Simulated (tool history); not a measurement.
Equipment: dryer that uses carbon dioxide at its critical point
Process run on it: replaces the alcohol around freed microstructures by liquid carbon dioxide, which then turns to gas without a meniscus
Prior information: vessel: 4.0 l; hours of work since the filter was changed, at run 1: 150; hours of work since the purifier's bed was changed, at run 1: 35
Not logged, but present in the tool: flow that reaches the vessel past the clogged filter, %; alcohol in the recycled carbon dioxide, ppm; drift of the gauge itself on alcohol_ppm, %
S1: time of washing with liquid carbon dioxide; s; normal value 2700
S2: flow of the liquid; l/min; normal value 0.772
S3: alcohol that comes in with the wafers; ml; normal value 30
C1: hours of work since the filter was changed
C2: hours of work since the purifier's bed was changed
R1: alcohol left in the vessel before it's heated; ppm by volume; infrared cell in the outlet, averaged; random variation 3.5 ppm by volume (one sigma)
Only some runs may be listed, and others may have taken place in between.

{"run": 1, "hour": 0.0, "S1": 2700, "S2": 0.772, "S3": 30, "C1": 150, "C2": 35, "R1": 32}
{"run": 2, "hour": 8.7, "S1": 2700, "S2": 0.772, "S3": 30, "C1": 157, "C2": 41, "R1": 26}
{"run": 3, "hour": 19.9, "S1": 2700, "S2": 0.772, "S3": 30, "C1": 165, "C2": 50, "R1": 24}
{"run": 4, "hour": 26.7, "S1": 2700, "S2": 0.743, "S3": 30, "C1": 171, "C2": 55, "R1": 25}
{"run": 5, "hour": 39.4, "S1": 2700, "S2": 0.589, "S3": 30, "C1": 181, "C2": 65, "R1": 96}
{"run": 6, "hour": 45.8, "S1": 2700, "S2": 0.772, "S3": 30, "C1": 186, "C2": 70, "R1": 30}
{"run": 7, "hour": 57.5, "S1": 2700, "S2": 0.772, "S3": 30, "C1": 195, "C2": 80, "R1": 36}
{"run": 8, "hour": 64.4, "S1": 2700, "S2": 0.763, "S3": 30, "C1": 200, "C2": 85, "R1": 30}
{"run": 9, "hour": 74.5, "S1": 3960, "S2": 0.772, "S3": 30, "C1": 208, "C2": 93, "R1": 19}
{"run": 10, "hour": 80.4, "S1": 2700, "S2": 0.772, "S3": 30, "C1": 213, "C2": 97, "R1": 38}
{"run": 11, "hour": 93.5, "S1": 2700, "S2": 0.772, "S3": 30, "C1": 223, "C2": 108, "R1": 29}
{"run": 12, "hour": 104.2, "S1": 2700, "S2": 0.772, "S3": 30, "C1": 231, "C2": 116, "R1": 38}
{"run": 13, "hour": 114.8, "S1": 2700, "S2": 0.772, "S3": 30, "C1": 240, "C2": 124, "R1": 31}
{"run": 14, "hour": 122.0, "S1": 2700, "S2": 0.772, "S3": 30, "C1": 245, "C2": 130, "R1": 36}
{"run": 15, "hour": 132.6, "S1": 2700, "S2": 0.772, "S3": 30, "C1": 254, "C2": 138, "R1": 35}
{"run": 16, "hour": 143.1, "S1": 2700, "S2": 0.772, "S3": 30, "C1": 262, "C2": 146, "R1": 35}
{"run": 17, "hour": 155.4, "S1": 2700, "S2": 0.772, "S3": 30, "C1": 271, "C2": 156, "R1": 35}
{"run": 18, "hour": 164.3, "S1": 2700, "S2": 0.6, "S3": 30, "C1": 278, "C2": 163, "R1": 105}
{"run": 19, "hour": 171.6, "S1": 2700, "S2": 0.6, "S3": 30, "C1": 284, "C2": 169, "R1": 112}
{"run": 20, "hour": 184.3, "S1": 2700, "S2": 0.6, "S3": 30, "C1": 294, "C2": 179, "R1": 107}
{"run": 21, "hour": 193.3, "S1": 2700, "S2": 0.6, "S3": 30, "C1": 301, "C2": 186, "R1": 112}
{"run": 22, "hour": 203.5, "S1": 2700, "S2": 0.6, "S3": 30, "C1": 309, "C2": 194, "R1": 112}
{"run": 23, "hour": 212.7, "S1": 2700, "S2": 0.501, "S3": 30, "C1": 316, "C2": 201, "R1": 233}
{"run": 24, "hour": 221.2, "S1": 2700, "S2": 0.501, "S3": 30, "C1": 323, "C2": 207, "R1": 233}
{"run": 25, "hour": 228.2, "S1": 3960, "S2": 0.643, "S3": 22, "C1": 328, "C2": 213, "R1": 17}
{"run": 26, "hour": 240.6, "S1": 3960, "S2": 0.595, "S3": 37, "C1": 338, "C2": 223, "R1": 24}
{"run": 27, "hour": 254.2, "S1": 2160, "S2": 0.734, "S3": 30, "C1": 349, "C2": 233, "R1": 130}
{"run": 28, "hour": 264.2, "S1": 2160, "S2": 0.734, "S3": 30, "C1": 356, "C2": 241, "R1": 126}
{"run": 29, "hour": 276.6, "S1": 2340, "S2": 0.772, "S3": 20, "C1": 366, "C2": 251, "R1": 54}
{"run": 30, "hour": 286.0, "S1": 2880, "S2": 0.71, "S3": 30, "C1": 373, "C2": 258, "R1": 49}
{"run": 31, "hour": 292.8, "S1": 2700, "S2": 0.541, "S3": 56, "C1": 379, "C2": 263, "R1": 358}
{"run": 32, "hour": 298.6, "S1": 2700, "S2": 0.942, "S3": 54, "C1": 383, "C2": 268, "R1": 33}
{"run": 33, "hour": 306.9, "S1": 2700, "S2": 0.942, "S3": 54, "C1": 390, "C2": 274, "R1": 32}
{"run": 34, "hour": 312.9, "S1": 1860, "S2": 0.517, "S3": 37, "C1": 394, "C2": 279, "R1": 831}
{"run": 35, "hour": 322.5, "S1": 1860, "S2": 0.517, "S3": 37, "C1": 402, "C2": 287, "R1": 829}
{"run": 36, "hour": 334.7, "S1": 2700, "S2": 1.155, "S3": 30, "C1": 411, "C2": 296, "R1": 15}
{"run": 37, "hour": 345.4, "S1": 2700, "S2": 0.486, "S3": 30, "C1": 420, "C2": 304, "R1": 287}
{"run": 38, "hour": 355.2, "S1": 1980, "S2": 1.293, "S3": 48, "C1": 428, "C2": 312, "R1": 26}
{"run": 39, "hour": 363.2, "S1": 1980, "S2": 1.293, "S3": 48, "C1": 434, "C2": 318, "R1": 19}
{"run": 40, "hour": 370.6, "S1": 3300, "S2": 0.772, "S3": 58, "C1": 440, "C2": 324, "R1": 33}
{"run": 41, "hour": 382.9, "S1": 3300, "S2": 0.717, "S3": 29, "C1": 449, "C2": 334, "R1": 30}
{"hour": 384.7, "done": "inlet filter changed"}
{"run": 42, "hour": 394.2, "S1": 2700, "S2": 1.277, "S3": 51, "C1": 7, "C2": 342, "R1": 14}
{"run": 43, "hour": 404.8, "S1": 4140, "S2": 1.303, "S3": 26, "C1": 16, "C2": 350, "R1": 19}
{"run": 44, "hour": 411.2, "S1": 2700, "S2": 1.123, "S3": 30, "C1": 21, "C2": 355, "R1": 10}
{"run": 45, "hour": 422.2, "S1": 1980, "S2": 1.157, "S3": 44, "C1": 29, "C2": 364, "R1": 29}
{"run": 46, "hour": 431.6, "S1": 1980, "S2": 1.103, "S3": 44, "C1": 37, "C2": 371, "R1": 28}

Had the tool no unlogged condition, and each run kept its random variation, what would the results have been?
run=1 R1=24
run=2 R1=17
run=3 R1=14
run=4 R1=14
run=5 R1=66
run=6 R1=19
run=7 R1=24
run=8 R1=18
run=9 R1=15
run=10 R1=25
run=11 R1=15
run=12 R1=23
run=13 R1=16
run=14 R1=21
run=15 R1=19
run=16 R1=18
run=17 R1=17
run=18 R1=59
run=19 R1=64
run=20 R1=58
run=21 R1=63
run=22 R1=60
run=23 R1=139
run=24 R1=135
run=25 R1=7
run=26 R1=6
run=27 R1=66
run=28 R1=62
run=29 R1=23
run=30 R1=19
run=31 R1=185
run=32 R1=13
run=33 R1=13
run=34 R1=526
run=35 R1=518
run=36 R1=6
run=37 R1=147
run=38 R1=8
run=39 R1=0
run=40 R1=8
run=41 R1=8
run=42 R1=5
run=43 R1=10
run=44 R1=1
run=45 R1=19
run=46 R1=18
